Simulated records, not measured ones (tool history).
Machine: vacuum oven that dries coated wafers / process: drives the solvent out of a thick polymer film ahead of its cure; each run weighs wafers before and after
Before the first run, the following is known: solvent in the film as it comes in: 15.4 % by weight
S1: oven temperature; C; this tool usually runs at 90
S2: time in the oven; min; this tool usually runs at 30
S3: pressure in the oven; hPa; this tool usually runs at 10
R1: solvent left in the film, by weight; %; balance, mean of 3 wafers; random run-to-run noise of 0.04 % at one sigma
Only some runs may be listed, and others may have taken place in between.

| run | hour | S1 | S2 | S3 | R1 |
|---|---|---|---|---|---|
| 1 | 0 | 90 | 30 | 10 | 1.52 |
| 2 | 88.4 | 90 | 30 | 10 | 1.54 |
| 3 | 198.7 | 90 | 30 | 10 | 1.53 |
| 4 | 292.1 | 104 | 30 | 10 | 0.4 |
| 5 | 385.1 | 104 | 30 | 10 | 0.39 |
| 6 | 434.8 | 104 | 38 | 10 | 0.26 |
| 7 | 510.4 | 88 | 38 | 10 | 1.23 |
| 8 | 617.7 | 88 | 38 | 10 | 1.28 |
|  | 684 | oven's thermocouples calibrated |
| 9 | 684 | 88 | 38 | 10 | 1.2 |
| 10 | 755 | 90 | 30 | 10 | 1.63 |
| 11 | 844.1 | 90 | 30 | 10 | 1.58 |
| 12 | 950.7 | 90 | 30 | 10 | 1.58 |
| 13 | 1034 | 90 | 30 | 10 | 1.59 |
| 14 | 1136.3 | 90 | 30 | 10 | 1.52 |
| 15 | 1247.8 | 84 | 18 | 10 | 4.67 |
| 16 | 1326.8 | 77 | 30 | 5.4 | 3.58 |
| 17 | 1423.5 | 90 | 30 | 39 | 2.23 |
| 18 | 1476.3 | 90 | 36 | 9.8 | 1.1 |
| 19 | 1572.7 | 90 | 43 | 5.8 | 0.7 |
| 20 | 1667.8 | 100 | 17 | 21.8 | 2.34 |
| 21 | 1767.6 | 100 | 17 | 21.8 | 2.26 |
|  | 1802.1 | vacuum gauge cleaned of residue and calibrated |
| 22 | 1865.6 | 83 | 15 | 20.1 | 5.86 |
| 23 | 1921.4 | 81 | 16 | 14.6 | 5.84 |
| 24 | 2002.9 | 79 | 16 | 24.1 | 6.47 |
| 25 | 2104.9 | 91 | 25 | 10 | 2.02 |
| 26 | 2215.6 | 87 | 20 | 10 | 3.57 |
| 27 | 2335.7 | 83 | 20 | 10 | 4.32 |
| 28 | 2417.3 | 102 | 30 | 36.5 | 0.91 |

What if the next run were any one of these 4? Each begins from the tool's condition after run 28:
| A | 2509.6 | 90 | 30 | 18 | ? |
| B | 2509.6 | 98 | 21 | 17.3 | ? |
| C | 2509.6 | 95 | 30 | 36.5 | ? |
| D | 2509.6 | 90 | 30 | 24.1 | ? |

| run | R1 |
|---|---|
| A | 1.7 |
| B | 1.77 |
| C | 1.55 |
| D | 1.9 |
Without the tool's unlogged condition, the same runs would have read:
| run | R1 |
|---|---|
| A | 1.71 |
| B | 1.78 |
| C | 1.56 |
| D | 1.91 |

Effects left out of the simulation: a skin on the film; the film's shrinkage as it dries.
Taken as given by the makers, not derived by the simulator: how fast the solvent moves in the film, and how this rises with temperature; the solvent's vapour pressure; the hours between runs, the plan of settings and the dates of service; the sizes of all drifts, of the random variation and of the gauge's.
